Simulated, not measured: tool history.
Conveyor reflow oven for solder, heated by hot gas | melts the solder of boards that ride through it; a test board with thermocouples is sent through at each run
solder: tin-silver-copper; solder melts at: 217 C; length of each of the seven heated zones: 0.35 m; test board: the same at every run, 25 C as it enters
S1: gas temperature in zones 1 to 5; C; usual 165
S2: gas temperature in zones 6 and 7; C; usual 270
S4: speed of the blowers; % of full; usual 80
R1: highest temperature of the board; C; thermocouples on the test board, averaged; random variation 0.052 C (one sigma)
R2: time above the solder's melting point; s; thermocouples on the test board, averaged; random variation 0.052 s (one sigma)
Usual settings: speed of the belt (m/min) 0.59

run 1 hour=0.0 | S1=165 S2=270 speed_of_the_belt_(m/min)=0.59 S4=80 | R1=257.12 R2=54.66
run 2 hour=38.8 | S1=165 S2=270 speed_of_the_belt_(m/min)=0.59 S4=80 | R1=257.07 R2=54.48
run 3 hour=55.7 | S1=165 S2=270 speed_of_the_belt_(m/min)=0.59 S4=80 | R1=256.99 R2=54.45
run 4 hour=80.9 | S1=165 S2=270 speed_of_the_belt_(m/min)=0.59 S4=56 | R1=249.52 R2=47.88
run 5 hour=110.7 | S1=165 S2=270 speed_of_the_belt_(m/min)=0.59 S4=56 | R1=249.51 R2=47.90
-- hour=118.1 flux residue cleaned out of gas plates and filters
run 6 hour=133.3 | S1=165 S2=270 speed_of_the_belt_(m/min)=0.59 S4=56 | R1=249.18 R2=47.64
run 7 hour=155.8 | S1=164 S2=270 speed_of_the_belt_(m/min)=0.55 S4=80 | R1=258.58 R2=59.51
run 8 hour=189.7 | S1=165 S2=273 speed_of_the_belt_(m/min)=0.59 S4=52 | R1=250.10 R2=47.76

Run 9 comes next. What will it give?
run 9 hour=212.8 | S1=172 S2=284 speed_of_the_belt_(m/min)=0.59 S4=56 | R1=? R2=?

R1: 262.66 C
R2: 58.50 s
Without the tool's hidden state the same run would have given R1 262.95 C, R2 58.44 s.
